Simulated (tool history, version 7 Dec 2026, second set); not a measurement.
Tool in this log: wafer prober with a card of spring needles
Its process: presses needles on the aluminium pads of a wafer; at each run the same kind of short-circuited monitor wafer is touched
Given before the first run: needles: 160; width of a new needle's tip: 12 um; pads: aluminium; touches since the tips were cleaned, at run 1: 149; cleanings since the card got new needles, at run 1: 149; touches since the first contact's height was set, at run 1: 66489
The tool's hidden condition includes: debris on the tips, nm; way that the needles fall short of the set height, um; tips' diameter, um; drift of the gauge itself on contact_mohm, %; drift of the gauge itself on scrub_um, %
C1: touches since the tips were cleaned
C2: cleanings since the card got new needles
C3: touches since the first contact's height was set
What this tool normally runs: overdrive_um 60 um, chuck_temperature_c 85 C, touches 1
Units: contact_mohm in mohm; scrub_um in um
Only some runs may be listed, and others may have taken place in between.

run 1 hour=0 | overdrive_um=60 chuck_temperature_c=85 touches=1 | C1=149 C2=149 C3=66489 | contact_mohm=177 scrub_um=12.31
-- hour=9.2 tips cleaned on abrasive film
-- hour=18.3 tips cleaned on abrasive film
-- hour=29.8 tips cleaned on abrasive film
-- hour=41.2 tips cleaned on abrasive film
run 2 hour=47.2 | overdrive_um=60 chuck_temperature_c=85 touches=1 | C1=1423 C2=153 C3=77621 | contact_mohm=191 scrub_um=12.08
-- hour=51.9 tips cleaned on abrasive film
-- hour=63.3 tips cleaned on abrasive film
-- hour=74.7 tips cleaned on abrasive film
-- hour=86.2 tips cleaned on abrasive film
-- hour=95.4 tips cleaned on abrasive film
-- hour=106.8 tips cleaned on abrasive film
-- hour=118.1 tips cleaned on abrasive film
run 3 hour=118.1 | overdrive_um=60 chuck_temperature_c=85 touches=1 | C1=0 C2=160 C3=94306 | contact_mohm=176 scrub_um=12.21
-- hour=127.3 tips cleaned on abrasive film
-- hour=138.7 tips cleaned on abrasive film
-- hour=150.2 tips cleaned on abrasive film
run 4 hour=154.9 | overdrive_um=60 chuck_temperature_c=85 touches=1 | C1=1123 C2=163 C3=102980 | contact_mohm=189 scrub_um=11.97
-- hour=159.5 tips cleaned on abrasive film
-- hour=171 tips cleaned on abrasive film
-- hour=180.2 tips cleaned on abrasive film
-- hour=191.6 tips cleaned on abrasive film
-- hour=200.8 tips cleaned on abrasive film
-- hour=212.2 tips cleaned on abrasive film
-- hour=221.4 tips cleaned on abrasive film
run 5 hour=223.6 | overdrive_um=60 chuck_temperature_c=85 touches=1 | C1=518 C2=170 C3=119144 | contact_mohm=183 scrub_um=12.01
-- hour=232.7 tips cleaned on abrasive film
-- hour=241.9 tips cleaned on abrasive film
-- hour=251.1 tips cleaned on abrasive film
-- hour=262.5 tips cleaned on abrasive film
-- hour=274 tips cleaned on abrasive film
run 6 hour=282.5 | overdrive_um=60 chuck_temperature_c=85 touches=1 | C1=2021 C2=175 C3=133031 | contact_mohm=198 scrub_um=11.83
-- hour=284.8 tips cleaned on abrasive film
-- hour=296.3 tips cleaned on abrasive film
-- hour=307.7 tips cleaned on abrasive film
-- hour=319.2 tips cleaned on abrasive film
-- hour=330.6 tips cleaned on abrasive film
-- hour=342.1 tips cleaned on abrasive film
run 7 hour=345.9 | overdrive_um=60 chuck_temperature_c=85 touches=1 | C1=922 C2=181 C3=147976 | contact_mohm=189 scrub_um=11.71
-- hour=352.8 tips cleaned on abrasive film
-- hour=364.3 tips cleaned on abrasive film
-- hour=373.5 tips cleaned on abrasive film
-- hour=384.9 tips cleaned on abrasive film
-- hour=387.5 height of the first contact set anew
-- hour=394.4 tips cleaned on abrasive film
-- hour=403.5 tips cleaned on abrasive film
-- hour=415 tips cleaned on abrasive film
run 8 hour=417.7 | overdrive_um=60 chuck_temperature_c=85 touches=1 | C1=650 C2=188 C3=7121 | contact_mohm=185 scrub_um=12.41
-- hour=424.6 tips cleaned on abrasive film
-- hour=436.1 tips cleaned on abrasive film
-- hour=445.2 tips cleaned on abrasive film
-- hour=456.7 tips cleaned on abrasive film
-- hour=468.1 tips cleaned on abrasive film
-- hour=479.6 tips cleaned on abrasive film
run 9 hour=487.2 | overdrive_um=50 chuck_temperature_c=85 touches=1 | C1=1827 C2=194 C3=23511 | contact_mohm=209 scrub_um=10.3
-- hour=489.6 tips cleaned on abrasive film
-- hour=498.8 tips cleaned on abrasive film
-- hour=510.2 tips cleaned on abrasive film
-- hour=519.4 tips cleaned on abrasive film
-- hour=530.8 tips cleaned on abrasive film
-- hour=540 tips cleaned on abrasive film
run 10 hour=545.3 | overdrive_um=44 chuck_temperature_c=61 touches=1 | C1=1262 C2=200 C3=37177 | contact_mohm=199 scrub_um=8.94
-- hour=550 tips cleaned on abrasive film
-- hour=561.4 tips cleaned on abrasive film
-- hour=572.8 tips cleaned on abrasive film
-- hour=584.3 tips cleaned on abrasive film
-- hour=595.7 tips cleaned on abrasive film
-- hour=605.2 tips cleaned on abrasive film
run 11 hour=605.2 | overdrive_um=60 chuck_temperature_c=85 touches=2 | C1=0 C2=206 C3=51265 | contact_mohm=177 scrub_um=12.15
-- hour=616.6 tips cleaned on abrasive film
-- hour=628 tips cleaned on abrasive film
-- hour=638.9 tips cleaned on abrasive film
run 12 hour=638.9 | overdrive_um=41 chuck_temperature_c=85 touches=2 | C1=0 C2=209 C3=59204 | contact_mohm=182 scrub_um=8.33

Consider 5 possible next runs. They are alternatives, not a sequence: every one starts from the tool as it was left by run 12. What does each give?
-- hour=650.3 tips cleaned on abrasive film
-- hour=661.8 tips cleaned on abrasive film
-- hour=673.2 tips cleaned on abrasive film
run A hour=677.4 | overdrive_um=54 chuck_temperature_c=39 touches=2 | C1=994 C2=212 C3=68288 | contact_mohm=? scrub_um=?
-- hour=650.3 tips cleaned on abrasive film
-- hour=661.8 tips cleaned on abrasive film
-- hour=673.2 tips cleaned on abrasive film
run B hour=677.4 | overdrive_um=48 chuck_temperature_c=62 touches=1 | C1=994 C2=212 C3=68288 | contact_mohm=? scrub_um=?
-- hour=650.3 tips cleaned on abrasive film
-- hour=661.8 tips cleaned on abrasive film
-- hour=673.2 tips cleaned on abrasive film
run C hour=677.4 | overdrive_um=50 chuck_temperature_c=120 touches=1 | C1=994 C2=212 C3=68288 | contact_mohm=? scrub_um=?
-- hour=650.3 tips cleaned on abrasive film
-- hour=661.8 tips cleaned on abrasive film
-- hour=673.2 tips cleaned on abrasive film
run D hour=677.4 | overdrive_um=44 chuck_temperature_c=28 touches=2 | C1=994 C2=212 C3=68288 | contact_mohm=? scrub_um=?
-- hour=650.3 tips cleaned on abrasive film
-- hour=661.8 tips cleaned on abrasive film
-- hour=673.2 tips cleaned on abrasive film
run E hour=677.4 | overdrive_um=67 chuck_temperature_c=52 touches=1 | C1=994 C2=212 C3=68288 | contact_mohm=? scrub_um=?

run=A contact_mohm=182 scrub_um=11.01
run=B contact_mohm=194 scrub_um=9.59
run=C contact_mohm=203 scrub_um=9.91
run=D contact_mohm=184 scrub_um=8.81
run=E contact_mohm=181 scrub_um=13.5
The same runs, with their run-to-run variation unchanged, on a tool lacking any hidden condition would have given:
run=A contact_mohm=167 scrub_um=11.34
run=B contact_mohm=166 scrub_um=9.92
run=C contact_mohm=178 scrub_um=10.24
run=D contact_mohm=162 scrub_um=9.14
run=E contact_mohm=165 scrub_um=13.83
